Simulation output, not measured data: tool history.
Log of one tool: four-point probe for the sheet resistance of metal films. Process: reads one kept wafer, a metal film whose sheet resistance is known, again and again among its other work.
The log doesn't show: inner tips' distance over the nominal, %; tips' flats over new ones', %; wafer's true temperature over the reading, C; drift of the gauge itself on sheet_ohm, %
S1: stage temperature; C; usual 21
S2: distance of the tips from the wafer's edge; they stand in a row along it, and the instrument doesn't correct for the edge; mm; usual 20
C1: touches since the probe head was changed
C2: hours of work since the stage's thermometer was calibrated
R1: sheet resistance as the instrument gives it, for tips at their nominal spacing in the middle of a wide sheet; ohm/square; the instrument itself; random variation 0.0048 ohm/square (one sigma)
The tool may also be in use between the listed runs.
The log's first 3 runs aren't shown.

run 4 day=5.267 | S1=21 S2=20 | C1=11194 C2=438 | R1=23.922968
run 5 day=7.2 | S1=21 S2=20 | C1=11798 C2=459 | R1=23.914177
run 6 day=8.35 | S1=21 S2=20 | C1=12156 C2=471 | R1=23.918854
run 7 day=9.6 | S1=21 S2=3 | C1=12546 C2=484 | R1=24.473266
run 8 day=10.479 | S1=33 S2=3 | C1=12820 C2=494 | R1=24.611574
run 9 day=12.196 | S1=33 S2=3 | C1=13355 C2=512 | R1=24.61417
run 10 day=13.796 | S1=21 S2=15 | C1=13854 C2=529 | R1=23.927436
run 11 day=14.883 | S1=21 S2=15 | C1=14193 C2=540 | R1=23.918084
run 12 day=16.321 | S1=21 S2=15 | C1=14641 C2=556 | R1=23.934004
run 13 day=17.9 | S1=21 S2=20 | C1=15134 C2=572 | R1=23.916256
run 14 day=18.954 | S1=21 S2=20 | C1=15462 C2=583 | R1=23.922731
run 15 day=19.833 | S1=21 S2=20 | C1=15736 C2=593 | R1=23.920196
run 16 day=20.821 | S1=21 S2=20 | C1=16044 C2=603 | R1=23.92435
run 17 day=22.312 | S1=21 S2=20 | C1=16509 C2=619 | R1=23.92444
run 18 day=23.875 | S1=21 S2=20 | C1=16996 C2=636 | R1=23.921802
run 19 day=25.017 | S1=21 S2=20 | C1=17353 C2=648 | R1=23.922851
run 20 day=26.821 | S1=28 S2=20 | C1=17914 C2=667 | R1=24.004204
run 21 day=27.712 | S1=21 S2=20 | C1=18193 C2=676 | R1=23.923167
run 22 day=29.029 | S1=21 S2=56 | C1=18603 C2=690 | R1=23.914034
run 23 day=30.575 | S1=23 S2=52 | C1=19085 C2=707 | R1=23.935375
run 24 day=32.133 | S1=23 S2=52 | C1=19571 C2=723 | R1=23.93118
run 25 day=34.096 | S1=31 S2=52 | C1=20183 C2=744 | R1=24.031358
run 26 day=35.446 | S1=19 S2=4 | C1=20604 C2=758 | R1=24.206167
run 27 day=37.388 | S1=29 S2=4 | C1=21210 C2=779 | R1=24.329929
run 28 day=39.05 | S1=29 S2=3 | C1=21728 C2=797 | R1=24.575775

Forecast run 29:
run 29 day=41.058 | S1=31 S2=3 | C1=22354 C2=818 | R1=?

{"run 29": {"R1": 24.584651}}
Without the tool's hidden state the same run would have given R1 24.458687 ohm/square.
